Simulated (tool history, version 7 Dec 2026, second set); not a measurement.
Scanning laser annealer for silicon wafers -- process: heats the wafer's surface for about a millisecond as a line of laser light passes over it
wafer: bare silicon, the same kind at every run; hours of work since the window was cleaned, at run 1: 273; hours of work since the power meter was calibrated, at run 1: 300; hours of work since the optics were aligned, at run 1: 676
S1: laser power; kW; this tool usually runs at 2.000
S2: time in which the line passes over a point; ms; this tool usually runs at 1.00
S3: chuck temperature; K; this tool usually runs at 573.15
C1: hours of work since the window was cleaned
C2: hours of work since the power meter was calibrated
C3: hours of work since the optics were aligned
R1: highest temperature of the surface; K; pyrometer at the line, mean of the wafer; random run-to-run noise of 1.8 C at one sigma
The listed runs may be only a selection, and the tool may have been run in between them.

run,hour,S1,S2,S3,C1,C2,C3,R1
1,0.0,2.000,1.00,573.15,273,300,676,1299.15
2,72.5,2.000,1.00,573.15,328,355,731,1303.15
3,120.8,2.000,1.00,566.15,365,391,767,1294.15
4,159.9,2.000,1.00,573.15,394,421,797,1299.15
# hour 190.2: optics aligned, line set to its width
5,209.3,2.000,1.00,573.15,428,455,14,1300.15
6,245.9,2.000,1.00,573.15,455,482,42,1301.15
7,316.4,2.000,1.00,573.15,509,536,95,1303.15
8,383.4,2.000,1.00,573.15,559,586,146,1300.15
9,427.1,2.000,1.00,573.15,593,619,179,1305.15
10,484.4,2.000,0.78,573.15,636,663,223,1202.15
11,522.6,2.000,1.00,573.15,665,692,251,1300.15
12,582.0,2.000,1.00,554.15,710,736,296,1281.15
13,649.1,2.000,1.00,554.15,760,787,347,1281.15
# hour 695.2: window over the wafer cleaned
14,718.3,1.961,1.00,573.15,17,838,398,1285.15
15,778.2,1.842,1.00,573.15,63,883,443,1238.15
16,840.0,2.000,1.00,573.15,110,930,490,1299.15
17,907.7,2.000,1.00,573.15,161,981,541,1301.15
18,956.7,2.000,1.00,573.15,198,1018,578,1299.15
19,1004.2,2.000,1.00,573.15,234,1054,614,1301.15
20,1066.4,2.000,1.00,573.15,281,1101,661,1303.15
21,1105.0,2.105,1.00,573.15,310,1131,690,1339.15
22,1161.7,1.902,1.00,573.15,353,1173,733,1266.15

Expected results for the next run?
23,1204.5,2.117,1.00,547.15,385,1206,766,?

For run 23 the tool returned R1 1321.15 K.
Take away the tool's hidden state, keep the run-to-run variation as it was, and the same run would have given R1 1322.15 K.

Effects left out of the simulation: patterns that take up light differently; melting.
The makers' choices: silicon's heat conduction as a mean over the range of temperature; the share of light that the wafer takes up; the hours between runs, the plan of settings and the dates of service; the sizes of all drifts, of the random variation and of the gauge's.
